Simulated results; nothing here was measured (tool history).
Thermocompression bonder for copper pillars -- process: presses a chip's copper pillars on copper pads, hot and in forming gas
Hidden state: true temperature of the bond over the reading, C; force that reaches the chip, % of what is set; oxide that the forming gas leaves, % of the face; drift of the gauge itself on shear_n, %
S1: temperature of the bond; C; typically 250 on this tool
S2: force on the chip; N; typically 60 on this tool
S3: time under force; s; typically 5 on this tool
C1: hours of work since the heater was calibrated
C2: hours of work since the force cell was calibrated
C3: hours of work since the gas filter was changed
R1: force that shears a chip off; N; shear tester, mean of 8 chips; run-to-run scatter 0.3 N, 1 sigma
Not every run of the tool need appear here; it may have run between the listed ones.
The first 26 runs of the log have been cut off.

run   hour   S1  S2  S3   C1   C2   C3    R1
 27  187.8  242  41  14  258  135  258  38.8
 28  193.7  278  53   5  261  138  261  55.3
 29  202.7  278  53   5  265  142  265  55.3
 30  210.1  278  53   5  269  146  269  55.2
 31  217.3  278  53   5  272  149  272  55.4
 32  224.9  278  53   5  276  153  276  55.3
 33  232.0  278  53   5  279  156  279  55.1
 34  236.9  237  51   8  282  159  282  35.3
 35  241.9  237  51   8  284  161  284  35.5
 36  249.2  237  51   8  288  165  288  35.8
 37  258.6  273  60   3  292  169  292  49.4
 38  266.4  251  60  13  296  173  296  57.3
 39  270.9  222  60   4  298  175  298  23.5

Consider 4 possible next runs. They are alternatives, not a sequence: every one starts from the tool as it was left by run 39. What does each give?
  A  275.9  228  72   6  301  178  301   ?
  B  275.9  222  49   4  301  178  301   ?
  C  275.9  222  75   6  301  178  301   ?
  D  275.9  250  49  11  301  178  301   ?

run    R1
  A  37.1
  B  19.6
  C  34.6
  D  46.4
What these runs would have given with no unlogged condition in the tool:
run    R1
  A  37.2
  B  19.7
  C  34.6
  D  46.5
